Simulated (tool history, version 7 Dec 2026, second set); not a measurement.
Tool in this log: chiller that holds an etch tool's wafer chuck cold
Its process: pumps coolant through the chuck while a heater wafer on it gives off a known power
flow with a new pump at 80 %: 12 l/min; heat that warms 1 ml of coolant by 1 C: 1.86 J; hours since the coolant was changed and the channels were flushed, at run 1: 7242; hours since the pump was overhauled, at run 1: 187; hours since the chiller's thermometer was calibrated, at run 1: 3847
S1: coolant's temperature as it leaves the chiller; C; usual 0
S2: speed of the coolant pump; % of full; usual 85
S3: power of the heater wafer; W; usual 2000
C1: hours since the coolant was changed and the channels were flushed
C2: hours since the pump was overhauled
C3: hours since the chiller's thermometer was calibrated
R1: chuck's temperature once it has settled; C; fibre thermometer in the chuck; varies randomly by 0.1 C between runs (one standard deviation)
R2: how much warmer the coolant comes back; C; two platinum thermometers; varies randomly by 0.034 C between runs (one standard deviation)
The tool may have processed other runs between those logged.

{"run": 1, "hour": 0.0, "S1": 0, "S2": 85, "S3": 2000, "C1": 7242, "C2": 187, "C3": 3847, "R1": 14.6, "R2": 5.15}
{"run": 2, "hour": 37.9, "S1": 0, "S2": 85, "S3": 2000, "C1": 7280, "C2": 225, "C3": 3884, "R1": 14.5, "R2": 5.09}
{"run": 3, "hour": 78.7, "S1": 0, "S2": 85, "S3": 2000, "C1": 7321, "C2": 266, "C3": 3925, "R1": 14.6, "R2": 5.09}
{"run": 4, "hour": 95.4, "S1": 0, "S2": 85, "S3": 2000, "C1": 7338, "C2": 282, "C3": 3942, "R1": 14.5, "R2": 5.12}
{"run": 5, "hour": 117.4, "S1": 0, "S2": 85, "S3": 2000, "C1": 7360, "C2": 304, "C3": 3964, "R1": 14.7, "R2": 5.12}
{"run": 6, "hour": 148.2, "S1": 0, "S2": 85, "S3": 2000, "C1": 7390, "C2": 335, "C3": 3995, "R1": 14.7, "R2": 5.12}
{"hour": 163.6, "done": "coolant changed, channels flushed"}
{"run": 7, "hour": 186.6, "S1": 0, "S2": 85, "S3": 2000, "C1": 23, "C2": 368, "C3": 4027, "R1": 14.6, "R2": 5.23}
{"run": 8, "hour": 206.6, "S1": -2, "S2": 77, "S3": 1300, "C1": 43, "C2": 388, "C3": 4047, "R1": 8.2, "R2": 3.77}
{"run": 9, "hour": 246.5, "S1": 0, "S2": 76, "S3": 1300, "C1": 83, "C2": 427, "C3": 4087, "R1": 10.2, "R2": 3.84}
{"run": 10, "hour": 284.1, "S1": 6, "S2": 65, "S3": 2000, "C1": 120, "C2": 465, "C3": 4125, "R1": 23.4, "R2": 6.64}
{"run": 11, "hour": 324.5, "S1": 6, "S2": 74, "S3": 1141, "C1": 161, "C2": 505, "C3": 4165, "R1": 15.1, "R2": 3.5}

What if the next run were any one of these 5? Each begins from the tool's condition after run 11:
{"run": "A", "hour": 362.5, "S1": 0, "S2": 98, "S3": 2270, "C1": 199, "C2": 543, "C3": 4203, "R1": "?", "R2": "?"}
{"run": "B", "hour": 362.5, "S1": 6, "S2": 63, "S3": 1141, "C1": 199, "C2": 543, "C3": 4203, "R1": "?", "R2": "?"}
{"run": "C", "hour": 362.5, "S1": -9, "S2": 72, "S3": 1141, "C1": 199, "C2": 543, "C3": 4203, "R1": "?", "R2": "?"}
{"run": "D", "hour": 362.5, "S1": 5, "S2": 79, "S3": 1141, "C1": 199, "C2": 543, "C3": 4203, "R1": "?", "R2": "?"}
{"run": "E", "hour": 362.5, "S1": 6, "S2": 80, "S3": 1237, "C1": 199, "C2": 543, "C3": 4203, "R1": "?", "R2": "?"}

run=A R1=15.3 R2=5.22
run=B R1=16.0 R2=4.04
run=C R1=0.2 R2=3.65
run=D R1=13.6 R2=3.32
run=E R1=15.4 R2=3.55
The same runs, with their run-to-run variation unchanged, on a tool lacking any hidden condition would have given:
run=A R1=15.3 R2=4.99
run=B R1=16.0 R2=3.81
run=C R1=0.2 R2=3.42
run=D R1=13.5 R2=3.09
run=E R1=15.4 R2=3.32

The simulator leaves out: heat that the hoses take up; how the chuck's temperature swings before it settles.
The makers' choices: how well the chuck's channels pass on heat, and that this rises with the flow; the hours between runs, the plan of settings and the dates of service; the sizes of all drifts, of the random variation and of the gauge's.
